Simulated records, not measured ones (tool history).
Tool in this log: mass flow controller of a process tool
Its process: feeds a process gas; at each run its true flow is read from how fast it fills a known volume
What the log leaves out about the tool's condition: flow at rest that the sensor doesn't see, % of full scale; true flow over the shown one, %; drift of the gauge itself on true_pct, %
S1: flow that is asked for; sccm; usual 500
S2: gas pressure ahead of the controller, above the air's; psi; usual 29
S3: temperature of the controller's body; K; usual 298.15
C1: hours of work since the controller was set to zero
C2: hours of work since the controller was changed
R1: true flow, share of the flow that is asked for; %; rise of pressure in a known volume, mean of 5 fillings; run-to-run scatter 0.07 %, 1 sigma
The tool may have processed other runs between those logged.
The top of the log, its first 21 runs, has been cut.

{"run": 22, "day": 277.838, "S1": 500, "S2": 29, "S3": 298.15, "C1": 2360, "C2": 7763, "R1": 97.18}
{"run": 23, "day": 288.275, "S1": 500, "S2": 29, "S3": 313.15, "C1": 2465, "C2": 7868, "R1": 98.6}
{"run": 24, "day": 302.575, "S1": 116, "S2": 37, "S3": 297.15, "C1": 2608, "C2": 8011, "R1": 96.09}
{"run": 25, "day": 317.958, "S1": 116, "S2": 37, "S3": 297.15, "C1": 2762, "C2": 8165, "R1": 96.01}
{"run": 26, "day": 328.425, "S1": 163, "S2": 37.4, "S3": 297.15, "C1": 2866, "C2": 8270, "R1": 96.1}
{"run": 27, "day": 338.979, "S1": 163, "S2": 22.8, "S3": 308.15, "C1": 2972, "C2": 8375, "R1": 96.55}
{"run": 28, "day": 356.654, "S1": 500, "S2": 38, "S3": 303.15, "C1": 3149, "C2": 8552, "R1": 97.56}
{"run": 29, "day": 370.254, "S1": 602, "S2": 21.5, "S3": 298.15, "C1": 3285, "C2": 8688, "R1": 96.52}
{"run": 30, "day": 380.179, "S1": 296, "S2": 21.5, "S3": 313.15, "C1": 3384, "C2": 8788, "R1": 97.11}
{"run": 31, "day": 397.471, "S1": 296, "S2": 21.5, "S3": 313.15, "C1": 3557, "C2": 8961, "R1": 97.17}
{"run": 32, "day": 408.938, "S1": 296, "S2": 27.4, "S3": 313.15, "C1": 3672, "C2": 9075, "R1": 97.25}
{"run": 33, "day": 418.875, "S1": 296, "S2": 30.6, "S3": 303.15, "C1": 3772, "C2": 9175, "R1": 96.36}
{"run": 34, "day": 434.188, "S1": 500, "S2": 23.9, "S3": 293.15, "C1": 3925, "C2": 9328, "R1": 95.49}
{"run": 35, "day": 445.683, "S1": 500, "S2": 23.9, "S3": 293.15, "C1": 4040, "C2": 9443, "R1": 95.45}
{"run": 36, "day": 459.154, "S1": 500, "S2": 33.1, "S3": 295.15, "C1": 4175, "C2": 9578, "R1": 96}
{"run": 37, "day": 473.579, "S1": 520, "S2": 34.2, "S3": 298.15, "C1": 4319, "C2": 9722, "R1": 96.3}
{"run": 38, "day": 487.283, "S1": 500, "S2": 29, "S3": 299.15, "C1": 4456, "C2": 9860, "R1": 96.09}
{"run": 39, "day": 498.642, "S1": 886, "S2": 39.9, "S3": 301.15, "C1": 4570, "C2": 9973, "R1": 97.89}
{"run": 40, "day": 515.775, "S1": 626, "S2": 38.7, "S3": 304.15, "C1": 4742, "C2": 10145, "R1": 97.35}
{"run": 41, "day": 534.371, "S1": 262, "S2": 29, "S3": 297.15, "C1": 4928, "C2": 10331, "R1": 94.91}
{"day": 542.912, "done": "gauge calibrated"}
{"run": 42, "day": 543.617, "S1": 315, "S2": 29, "S3": 298.15, "C1": 5020, "C2": 10423, "R1": 97.99}
{"run": 43, "day": 553.096, "S1": 321, "S2": 29, "S3": 309.15, "C1": 5115, "C2": 10518, "R1": 99.25}
{"run": 44, "day": 571.125, "S1": 178, "S2": 24.5, "S3": 308.15, "C1": 5296, "C2": 10699, "R1": 98.25}
{"run": 45, "day": 579.288, "S1": 140, "S2": 22.9, "S3": 307.15, "C1": 5377, "C2": 10780, "R1": 97.75}

Forecast each of these 4 alternatives for the next run:
{"day": 582.396, "done": "controller's zero set anew"}
{"run": "A", "day": 595.038, "S1": 140, "S2": 22.9, "S3": 302.15, "C1": 127, "C2": 10938, "R1": "?"}
{"day": 582.396, "done": "controller's zero set anew"}
{"run": "B", "day": 595.038, "S1": 289, "S2": 27.6, "S3": 295.15, "C1": 127, "C2": 10938, "R1": "?"}
{"day": 582.396, "done": "controller's zero set anew"}
{"run": "C", "day": 595.038, "S1": 750, "S2": 33.1, "S3": 306.15, "C1": 127, "C2": 10938, "R1": "?"}
{"day": 582.396, "done": "controller's zero set anew"}
{"run": "D", "day": 595.038, "S1": 500, "S2": 29, "S3": 296.15, "C1": 127, "C2": 10938, "R1": "?"}

run=A R1=97.29
run=B R1=97.26
run=C R1=100.13
run=D R1=97.99
With the hidden condition removed and each run's random variation left untouched, the same runs would have given:
run=A R1=97.55
run=B R1=97.51
run=C R1=100.4
run=D R1=98.25

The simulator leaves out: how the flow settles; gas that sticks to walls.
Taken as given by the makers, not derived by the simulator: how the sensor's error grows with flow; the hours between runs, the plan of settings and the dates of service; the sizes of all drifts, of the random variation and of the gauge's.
